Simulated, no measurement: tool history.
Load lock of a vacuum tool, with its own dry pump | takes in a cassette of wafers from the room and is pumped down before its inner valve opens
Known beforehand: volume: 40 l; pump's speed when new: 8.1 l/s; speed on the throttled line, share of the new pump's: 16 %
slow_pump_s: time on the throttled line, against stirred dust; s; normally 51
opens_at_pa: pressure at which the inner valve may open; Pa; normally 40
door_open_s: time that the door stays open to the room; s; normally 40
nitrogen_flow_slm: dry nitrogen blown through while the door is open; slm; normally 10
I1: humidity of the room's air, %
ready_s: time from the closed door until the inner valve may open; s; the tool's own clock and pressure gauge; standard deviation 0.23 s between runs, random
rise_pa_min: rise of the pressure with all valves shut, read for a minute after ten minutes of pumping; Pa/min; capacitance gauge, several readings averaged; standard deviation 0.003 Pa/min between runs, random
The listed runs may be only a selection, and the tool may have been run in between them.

run 1 day=0 | slow_pump_s=51 opens_at_pa=40 door_open_s=40 nitrogen_flow_slm=10 | I1=46.9 | ready_s=85.2 rise_pa_min=0.065
run 2 day=3.842 | slow_pump_s=51 opens_at_pa=40 door_open_s=40 nitrogen_flow_slm=10 | I1=46.2 | ready_s=84.8 rise_pa_min=0.066
run 3 day=8.875 | slow_pump_s=51 opens_at_pa=40 door_open_s=40 nitrogen_flow_slm=10 | I1=43.7 | ready_s=84.7 rise_pa_min=0.067
run 4 day=13.283 | slow_pump_s=51 opens_at_pa=40 door_open_s=40 nitrogen_flow_slm=4 | I1=45.5 | ready_s=84.9 rise_pa_min=0.077
run 5 day=20.108 | slow_pump_s=51 opens_at_pa=40 door_open_s=40 nitrogen_flow_slm=4 | I1=43.5 | ready_s=84.5 rise_pa_min=0.073
run 6 day=23.588 | slow_pump_s=51 opens_at_pa=40 door_open_s=40 nitrogen_flow_slm=4 | I1=44.4 | ready_s=84.8 rise_pa_min=0.072
run 7 day=28.667 | slow_pump_s=51 opens_at_pa=40 door_open_s=40 nitrogen_flow_slm=4 | I1=42.3 | ready_s=84.8 rise_pa_min=0.078
run 8 day=32.946 | slow_pump_s=36 opens_at_pa=40 door_open_s=40 nitrogen_flow_slm=4 | I1=46.6 | ready_s=72.2 rise_pa_min=0.083
run 9 day=36.692 | slow_pump_s=51 opens_at_pa=40 door_open_s=40 nitrogen_flow_slm=10 | I1=44.7 | ready_s=84.9 rise_pa_min=0.071
run 10 day=42.971 | slow_pump_s=51 opens_at_pa=40 door_open_s=40 nitrogen_flow_slm=10 | I1=46.5 | ready_s=84.8 rise_pa_min=0.083
run 11 day=47.129 | slow_pump_s=51 opens_at_pa=40 door_open_s=40 nitrogen_flow_slm=10 | I1=44.7 | ready_s=84.3 rise_pa_min=0.075
run 12 day=54.096 | slow_pump_s=51 opens_at_pa=48 door_open_s=192 nitrogen_flow_slm=7 | I1=41.5 | ready_s=84.1 rise_pa_min=0.128
run 13 day=59.025 | slow_pump_s=27 opens_at_pa=31 door_open_s=68 nitrogen_flow_slm=28 | I1=46.2 | ready_s=67 rise_pa_min=0.076
run 14 day=63 | slow_pump_s=45 opens_at_pa=48 door_open_s=40 nitrogen_flow_slm=10 | I1=46.4 | ready_s=79.3 rise_pa_min=0.079
run 15 day=68.017 | slow_pump_s=45 opens_at_pa=48 door_open_s=40 nitrogen_flow_slm=10 | I1=47.3 | ready_s=79.2 rise_pa_min=0.081
run 16 day=71.412 | slow_pump_s=96 opens_at_pa=40 door_open_s=40 nitrogen_flow_slm=38 | I1=45.1 | ready_s=121.7 rise_pa_min=0.066
run 17 day=75.071 | slow_pump_s=96 opens_at_pa=40 door_open_s=40 nitrogen_flow_slm=38 | I1=44 | ready_s=121.3 rise_pa_min=0.065
run 18 day=80.092 | slow_pump_s=62 opens_at_pa=74 door_open_s=103 nitrogen_flow_slm=11 | I1=42.1 | ready_s=90.7 rise_pa_min=0.108
run 19 day=85.562 | slow_pump_s=51 opens_at_pa=40 door_open_s=216 nitrogen_flow_slm=10 | I1=41.1 | ready_s=85.3 rise_pa_min=0.123
run 20 day=92.75 | slow_pump_s=69 opens_at_pa=31 door_open_s=213 nitrogen_flow_slm=5 | I1=48.3 | ready_s=101.5 rise_pa_min=0.168
run 21 day=98.508 | slow_pump_s=69 opens_at_pa=62 door_open_s=213 nitrogen_flow_slm=19 | I1=45.3 | ready_s=97.6 rise_pa_min=0.131

Run 22 comes next. What will it give?
run 22 day=104.525 | slow_pump_s=33 opens_at_pa=40 door_open_s=114 nitrogen_flow_slm=10 | I1=43.9 | ready_s=? rise_pa_min=?

For run 22 the tool returned ready_s 70.5 s, rise_pa_min 0.122 Pa/min.
The same run, on a tool lacking any hidden state, would have yielded ready_s 66.7 s, rise_pa_min 0.081 Pa/min.
